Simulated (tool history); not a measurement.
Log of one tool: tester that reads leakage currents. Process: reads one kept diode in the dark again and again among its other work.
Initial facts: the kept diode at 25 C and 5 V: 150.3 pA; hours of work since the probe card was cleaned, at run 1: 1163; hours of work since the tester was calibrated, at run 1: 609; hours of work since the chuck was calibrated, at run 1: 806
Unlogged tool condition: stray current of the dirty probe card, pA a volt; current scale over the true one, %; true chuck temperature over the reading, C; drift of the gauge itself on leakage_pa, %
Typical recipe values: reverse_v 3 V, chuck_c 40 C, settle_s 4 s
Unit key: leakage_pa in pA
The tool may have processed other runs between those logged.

| run | hour | reverse_v | chuck_c | settle_s | hours of work since the probe card was cleaned | hours of work since the tester was calibrated | hours of work since the chuck was calibrated | leakage_pa |
|---|---|---|---|---|---|---|---|---|
| 1 | 0 | 3 | 40 | 4 | 1163 | 609 | 806 | 391.92 |
| 2 | 18.8 | 3 | 40 | 1.54 | 1176 | 622 | 819 | 389.72 |
| 3 | 40.2 | 3 | 40 | 0.46 | 1190 | 637 | 834 | 391.1 |
| 4 | 66.6 | 1.53 | 40 | 4 | 1209 | 655 | 852 | 267.56 |
| 5 | 96 | 1.53 | 40 | 4 | 1229 | 676 | 873 | 266.33 |
| 6 | 126.5 | 1.53 | 29 | 4 | 1250 | 697 | 894 | 97.89 |
| 7 | 153.9 | 1.53 | 29 | 4 | 1269 | 716 | 913 | 97.87 |
| 8 | 168.2 | 1.53 | 29 | 4 | 1279 | 726 | 923 | 96.81 |
| 9 | 196.4 | 1.53 | 29 | 4 | 1298 | 745 | 942 | 97.38 |
| 10 | 221.9 | 1.53 | 29 | 4 | 1316 | 763 | 960 | 96.39 |
| 11 | 251.4 | 1.53 | 29 | 4 | 1337 | 783 | 980 | 96.93 |
|  | 254.9 | tester calibrated |
| 12 | 275.1 | 3.95 | 29 | 4 | 1352 | 14 | 995 | 162.36 |
| 13 | 307.1 | 3.95 | 29 | 4 | 1374 | 36 | 1017 | 161.83 |
| 14 | 321.2 | 8.76 | 26 | 0.98 | 1383 | 46 | 1027 | 191.55 |
| 15 | 339.5 | 8.76 | 26 | 0.98 | 1396 | 59 | 1040 | 190.99 |
| 16 | 355 | 8.76 | 23 | 1.92 | 1407 | 69 | 1050 | 142.78 |
| 17 | 369.5 | 10.23 | 33 | 3.89 | 1417 | 79 | 1060 | 395.93 |
| 18 | 399.5 | 4.92 | 40 | 4.93 | 1438 | 100 | 1081 | 492.23 |
| 19 | 423.2 | 4.92 | 40 | 4.93 | 1454 | 116 | 1098 | 490.29 |
|  | 438 | tester calibrated, once more |
| 20 | 442.3 | 3.02 | 47 | 1.18 | 1466 | 3 | 1109 | 686.91 |
| 21 | 470.6 | 3.02 | 47 | 1.18 | 1485 | 23 | 1129 | 683.47 |
|  | 477.5 | chuck's temperature calibrated |
| 22 | 496 | 9.42 | 47 | 2.09 | 1502 | 39 | 13 | 1520.22 |
| 23 | 527.5 | 14.48 | 30 | 0.79 | 1523 | 61 | 35 | 439.85 |
| 24 | 540.5 | 3 | 31 | 0.36 | 1532 | 70 | 44 | 199.09 |
| 25 | 564.2 | 3 | 31 | 0.36 | 1549 | 86 | 60 | 198.05 |

What if the next run were any one of these 4? Each begins from the tool's condition after run 25:
| A | 578.1 | 3 | 22 | 5.53 | 1558 | 96 | 70 | ? |
| B | 578.1 | 1.56 | 29 | 1.97 | 1558 | 96 | 70 | ? |
| C | 578.1 | 2.55 | 40 | 4 | 1558 | 96 | 70 | ? |
| D | 578.1 | 5.57 | 40 | 0.55 | 1558 | 96 | 70 | ? |

| run | leakage_pa |
|---|---|
| A | 84.43 |
| B | 113.43 |
| C | 401.26 |
| D | 617.98 |
The same runs, with their run-to-run variation unchanged, on a tool lacking any hidden condition would have given:
| run | leakage_pa |
|---|---|
| A | 84.81 |
| B | 114.74 |
| C | 406.54 |
| D | 625.51 |
